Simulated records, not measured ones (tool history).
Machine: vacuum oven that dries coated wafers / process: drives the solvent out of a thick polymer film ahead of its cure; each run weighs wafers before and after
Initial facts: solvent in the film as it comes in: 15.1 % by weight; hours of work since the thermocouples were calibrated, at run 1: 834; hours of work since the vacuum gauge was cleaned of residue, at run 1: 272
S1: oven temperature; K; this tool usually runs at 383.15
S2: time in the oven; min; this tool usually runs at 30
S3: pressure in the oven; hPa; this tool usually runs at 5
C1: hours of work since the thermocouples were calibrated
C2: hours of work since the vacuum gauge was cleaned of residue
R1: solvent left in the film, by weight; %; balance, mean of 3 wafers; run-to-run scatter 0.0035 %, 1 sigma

Run 1, hour 0: usual settings; C1 834; C2 272. Result: R1 0.439 %.
Run 2, hour 28.2: usual settings but S3 2.59 hPa; C1 854; C2 292. Result: R1 0.386 %.
Run 3, hour 52.1: usual settings but S3 2.59 hPa; C1 870; C2 308. Result: R1 0.388 %.
Run 4, hour 83.3: usual settings but S1 381.15 K; C1 892; C2 330. Result: R1 0.629 %.
Run 5, hour 106.2: usual settings but S1 381.15 K; C1 908; C2 346. Result: R1 0.628 %.
Run 6, hour 126.2: usual settings; C1 922; C2 360. Result: R1 0.432 %.
Run 7, hour 153.5: usual settings; C1 941; C2 379. Result: R1 0.433 %.
At hour 157.1: oven's thermocouples calibrated.
Run 8, hour 183.7: usual settings; C1 18; C2 398. Result: R1 0.512 %.
Run 9, hour 199: usual settings; C1 29; C2 409. Result: R1 0.51 %.
Run 10, hour 231: usual settings; C1 51; C2 431. Result: R1 0.511 %.
Run 11, hour 260.6: usual settings; C1 72; C2 452. Result: R1 0.513 %.
Run 12, hour 294.9: usual settings; C1 96; C2 476. Result: R1 0.508 %.
Run 13, hour 322.7: usual settings; C1 115; C2 495. Result: R1 0.513 %.
Run 14, hour 357: usual settings; C1 139; C2 519. Result: R1 0.513 %.
Run 15, hour 379.7: usual settings; C1 155; C2 535. Result: R1 0.509 %.
Run 16, hour 403.5: usual settings; C1 171; C2 551. Result: R1 0.513 %.
Run 17, hour 435.6: usual settings; C1 194; C2 574. Result: R1 0.51 %.
Run 18, hour 463.4: usual settings; C1 213; C2 593. Result: R1 0.516 %.
Run 19, hour 483.3: usual settings; C1 227; C2 607. Result: R1 0.508 %.
Run 20, hour 505.6: usual settings; C1 242; C2 622. Result: R1 0.507 %.
Run 21, hour 541.9: usual settings but S2 29 min; C1 268; C2 648. Result: R1 0.558 %.
Run 22, hour 568.9: usual settings but S2 29 min; C1 286; C2 666. Result: R1 0.548 %.
Run 23, hour 590.2: usual settings but S2 29 min; C1 301; C2 681. Result: R1 0.555 %.
Run 24, hour 613.8: usual settings but S2 29 min; C1 318; C2 698. Result: R1 0.55 %.
Run 25, hour 641.3: usual settings but S2 29 min; C1 337; C2 717. Result: R1 0.553 %.
Run 26, hour 670: usual settings but S1 373.15 K, S2 29 min, S3 14.94 hPa; C1 357; C2 737. Result: R1 2.622 %.
Run 27, hour 697.9: usual settings but S1 371.15 K, S3 4.98 hPa; C1 376; C2 756. Result: R1 2.773 %.
Run 28, hour 734: usual settings but S1 378.15 K, S3 4.35 hPa; C1 401; C2 781. Result: R1 1.133 %.
Run 29, hour 765.7: usual settings but S1 378.15 K, S3 4.35 hPa; C1 423; C2 803. Result: R1 1.13 %.
Run 30, hour 799: usual settings but S1 387.15 K, S3 7.49 hPa; C1 447; C2 826. Result: R1 0.293 %.
Run 31, hour 831.6: usual settings but S1 387.15 K, S2 21 min, S3 19.36 hPa; C1 469; C2 849. Result: R1 0.885 %.
Run 32, hour 853.6: usual settings but S1 384.15 K, S2 18 min, S3 19.36 hPa; C1 484; C2 864. Result: R1 1.679 %.
Run 33, hour 873.6: usual settings but S1 380.15 K, S2 50 min, S3 11.86 hPa; C1 498; C2 878. Result: R1 0.422 %.
Run 34, hour 902.7: usual settings but S1 377.15 K, S2 21 min, S3 17.4 hPa; C1 519; C2 899. Result: R1 2.769 %.
Run 35, hour 937.6: usual settings but S1 369.15 K, S2 17 min, S3 8.31 hPa; C1 543; C2 923. Result: R1 5.883 %.
Run 36, hour 953.1: usual settings but S2 17 min, S3 13.87 hPa; C1 554; C2 934. Result: R1 1.948 %.
Run 37, hour 981.9: usual settings but S1 368.15 K, S2 34 min, S3 5.02 hPa; C1 574; C2 954. Result: R1 3.114 %.
Run 38, hour 1013.1: usual settings but S1 368.15 K, S2 34 min, S3 5.02 hPa; C1 595; C2 975. Result: R1 3.111 %.
Run 39, hour 1028.8: usual settings but S1 368.15 K, S3 5.02 hPa; C1 606; C2 986. Result: R1 3.642 %.
Run 40, hour 1045.7: usual settings but S1 380.15 K, S2 33 min; C1 618; C2 998. Result: R1 0.66 %.
Run 41, hour 1063.6: usual settings but S1 396.15 K, S3 4.89 hPa; C1 631; C2 1011. Result: R1 0.103 %.
Run 42, hour 1081: usual settings but S1 369.15 K, S2 22 min, S3 8.27 hPa; C1 643; C2 1023. Result: R1 4.754 %.
Run 43, hour 1107.8: usual settings but S1 369.15 K, S2 22 min, S3 8.27 hPa; C1 661; C2 1041. Result: R1 4.747 %.
Run 44, hour 1131.6: usual settings but S1 369.15 K, S2 22 min, S3 8.27 hPa; C1 678; C2 1058. Result: R1 4.736 %.
Run 45, hour 1148.5: usual settings but S1 377.15 K, S2 31 min, S3 8.25 hPa; C1 690; C2 1070. Result: R1 1.298 %.
Run 46, hour 1178.4: usual settings but S1 384.15 K, S3 16.78 hPa; C1 710; C2 1090. Result: R1 0.66 %.
Run 47, hour 1194.4: usual settings but S1 384.15 K, S3 16.78 hPa; C1 722; C2 1101. Result: R1 0.659 %.

Forecast each of these 3 alternatives for the next run:
Run A, hour 1219.5: usual settings but S1 384.15 K, S2 18 min; C1 739; C2 1119. Result: R1 ?.
Run B, hour 1219.5: usual settings but S1 393.15 K, S2 27 min, S3 3.62 hPa; C1 739; C2 1119. Result: R1 ?.
Run C, hour 1219.5: usual settings but S1 372.15 K; C1 739; C2 1119. Result: R1 ?.

run     R1
  A   1.38
  B  0.115
  C  2.443
The same runs, with their run-to-run variation unchanged, on a tool lacking any hidden condition would have given:
run     R1
  A  1.438
  B  0.087
  C  2.524
